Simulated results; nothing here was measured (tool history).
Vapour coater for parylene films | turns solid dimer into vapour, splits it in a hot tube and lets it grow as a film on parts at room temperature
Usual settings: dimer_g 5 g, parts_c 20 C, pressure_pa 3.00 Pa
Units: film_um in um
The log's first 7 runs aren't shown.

run   hour  dimer_g  parts_c  pressure_pa  hours of work since the trap's valve was overhauled  hours of work since the table's thermometer was calibrated  film_um
  8   87.3        5       20         7.28                                                  112                                                          79     1.61
  9  101.3        5       20         3.00                                                  123                                                          90     1.90
 10  115.3        5       20         3.00                                                  134                                                         101     1.91
 11  123.3        5       20         3.00                                                  140                                                         107     1.87
 12  131.7        5       20         3.21                                                  146                                                         114     1.85
 13  140.7        5       20         4.56                                                  153                                                         120     1.75
 14  150.2        5       20         3.00                                                  161                                                         128     1.90
 15  160.0        3       20         3.00                                                  168                                                         135     1.14
 16  171.8        5       20         4.55                                                  177                                                         144     1.74
 17  179.8        5       20         3.00                                                  183                                                         150     1.86
 18  189.1        5       20         3.00                                                  190                                                         158     1.87
 19  197.1        5       20         6.70                                                  197                                                         164     1.64
 20  211.2        5       20         6.70                                                  207                                                         175     1.62
 21  219.9        5       20         6.08                                                  214                                                         181     1.62
 22  234.5        5       20         2.32                                                  225                                                         192     1.93
 23  244.8        5       16         2.74                                                  233                                                         200     2.11
 24  260.6        5       16         6.39                                                  245                                                         213     1.80
 25  273.3        5       14         5.20                                                  255                                                         222     1.93
 26  284.9        7       13         4.24                                                  264                                                         231     2.90
 27  297.3        5       22         8.17                                                  274                                                         241     1.48

Run 28 comes next. What will it give?
 28  304.0        5       22         8.17                                                  279                                                         246        ?

{"run 28": {"film_um": 1.48}}
Without the tool's hidden state the same run would have given film_um 1.57 um.
